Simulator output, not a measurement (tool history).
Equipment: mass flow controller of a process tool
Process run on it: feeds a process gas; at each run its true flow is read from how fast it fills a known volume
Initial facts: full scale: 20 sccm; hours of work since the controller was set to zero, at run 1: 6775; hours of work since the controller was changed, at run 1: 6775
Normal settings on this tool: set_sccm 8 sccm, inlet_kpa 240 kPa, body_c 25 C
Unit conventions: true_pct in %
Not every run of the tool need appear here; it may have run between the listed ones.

run     hour  set_sccm  inlet_kpa  body_c  hours of work since the controller was set to zero  hours of work since the controller was changed  true_pct
  1      0.0         8        240      25                                                6775                                            6775     99.82
  2    244.7         8        240      25                                                6946                                            6946     99.82
  3    506.6         8        240      25                                                7130                                            7130     99.77
  4    794.6         8        240      25                                                7332                                            7332     99.92
  5    988.6         8        240      25                                                7468                                            7468     99.81
  6   1194.2         8        240      25                                                7612                                            7612     99.91
  7   1321.4         8        240      25                                                7702                                            7702     99.92
  8   1500.9         8        240      25                                                7828                                            7828     99.90
  9   1797.5         8        240      25                                                8036                                            8036     99.85
 10   2025.6         8        240      25                                                8196                                            8196     99.94
 11   2185.2         8        240      25                                                8308                                            8308     99.92
 12   2441.2         8        240      25                                                8487                                            8487     99.83
      2650.3  -- controller's zero set anew
 13   2740.0         8        240      25                                                  63                                            8697     99.97
 14   2998.8        20        240      25                                                 245                                            8878    100.23
 15   3280.0        20        240      25                                                 442                                            9075    100.09
 16   3575.3        20        240      25                                                 649                                            9283    100.14
 17   3834.6         3        240      25                                                 831                                            9465     99.90
 18   4131.6         8        240      25                                                1039                                            9673     99.87
 19   4426.4        16        240      25                                                1246                                            9880    100.02
 20   4580.5         8        240      25                                                1354                                            9988     99.87
 21   4740.3         8        240      25                                                1466                                           10100     99.89
 22   4868.1         8        240      25                                                1556                                           10190     99.85
 23   5165.2         8        240      25                                                1765                                           10398     99.85
 24   5447.0         8        240      25                                                1962                                           10596     99.87
 25   5729.1         8        240      25                                                2160                                           10794     99.85
 26   5926.3         8        240      29                                                2298                                           10932    100.10
 27   6223.0         8        148      25                                                2507                                           11140     99.57
 28   6413.9         8        278      24                                                2641                                           11274     99.97
 29   6706.7        11        148      32                                                2846                                           11480    100.27
 30   6946.5        11        148      32                                                3014                                           11648    100.23
 31   7152.6         6        240      25                                                3159                                           11792     99.93
 32   7344.0         6        240      25                                                3293                                           11927     99.84
      7529.7  -- controller exchanged for a calibrated one
 33   7617.3         6        196      26                                                  61                                              61     99.72
 34   7759.7         5        196      22                                                 161                                             161     99.36
 35   7984.0         3        163      26                                                 319                                             319     99.47
 36   8136.7         3        163      26                                                 426                                             426     99.60
 37   8374.4         3        199      26                                                 593                                             593     99.75
 38   8586.4         3        199      26                                                 741                                             741     99.75
 39   8816.1        10        176      21                                                 903                                             903     99.37
 40   8980.0        10        176      21                                                1017                                            1017     99.40
 41   9107.1        14        146      36                                                1107                                            1107    100.54
 42   9334.2         8        146      20                                                1266                                            1266     99.01
 43   9610.1         8        146      20                                                1460                                            1460     99.10
 44   9796.3         9        165      27                                                1590                                            1590     99.76
 45  10088.6         9        165      36                                                1795                                            1795    100.46
 46  10215.6         9        165      36                                                1884                                            1884    100.44
 47  10458.5         3        165      24                                                2055                                            2055     99.38

Alternative continuations, all from the tool just after run 47; predict every row:
  A  10679.6         3        175      35                                                2210                                            2210         ?
  B  10679.6         3        267      25                                                2210                                            2210         ?
  C  10679.6         8        207      25                                                2210                                            2210         ?

run  true_pct
  A    100.16
  B     99.80
  C     99.87
What these runs would have given with no unlogged condition in the tool:
run  true_pct
  A    100.16
  B     99.80
  C     99.87
